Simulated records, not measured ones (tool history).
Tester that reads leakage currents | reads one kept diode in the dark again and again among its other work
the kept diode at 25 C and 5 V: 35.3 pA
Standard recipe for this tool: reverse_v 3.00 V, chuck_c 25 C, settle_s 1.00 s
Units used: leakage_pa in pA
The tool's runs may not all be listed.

run,hour,reverse_v,chuck_c,settle_s,leakage_pa
1,0.0,3.00,25,1.00,32.83
2,29.9,3.00,25,1.00,32.72
3,62.0,3.00,25,1.00,32.97
4,94.0,3.00,25,1.00,33.05
5,142.5,3.00,25,1.00,33.09
6,176.6,3.00,25,1.00,33.05
7,211.0,3.00,25,4.94,32.67
8,254.4,2.20,25,1.00,28.62
9,295.8,2.20,25,1.00,28.60
10,329.6,3.00,25,1.00,33.53
11,352.0,3.00,22,1.00,26.40
12,383.1,3.00,22,1.00,26.50
13,427.8,3.00,22,1.00,26.54
14,464.5,3.00,22,1.00,26.64
15,513.8,3.00,22,1.00,26.65
16,546.5,3.00,22,1.00,26.62
17,593.1,3.00,22,1.00,26.76
18,647.6,3.00,49,0.55,236.24
19,676.2,12.92,42,0.79,265.05
20,713.5,12.92,42,0.79,265.15
21,738.2,12.92,42,0.79,266.62
22,760.9,12.92,42,0.79,266.67
23,807.6,1.14,30,0.79,32.95
24,845.4,10.37,42,8.84,237.87
25,897.8,10.37,46,8.84,325.47
26,924.1,10.37,46,8.84,325.96
27,964.3,3.00,31,3.04,56.45

Predict each of these 5 candidate next runs independently; none follows another, all start after run 27:
A,993.7,1.40,38,0.44,?
B,993.7,3.00,26,2.63,?
C,993.7,3.00,23,4.72,?
D,993.7,6.82,50,3.29,?
E,993.7,3.00,24,3.04,?

run,leakage_pa
A,70.99
B,37.97
C,29.43
D,369.05
E,31.89
Without the tool's hidden state the same runs would have given:
run,leakage_pa
A,65.45
B,31.64
C,23.58
D,342.16
E,25.92
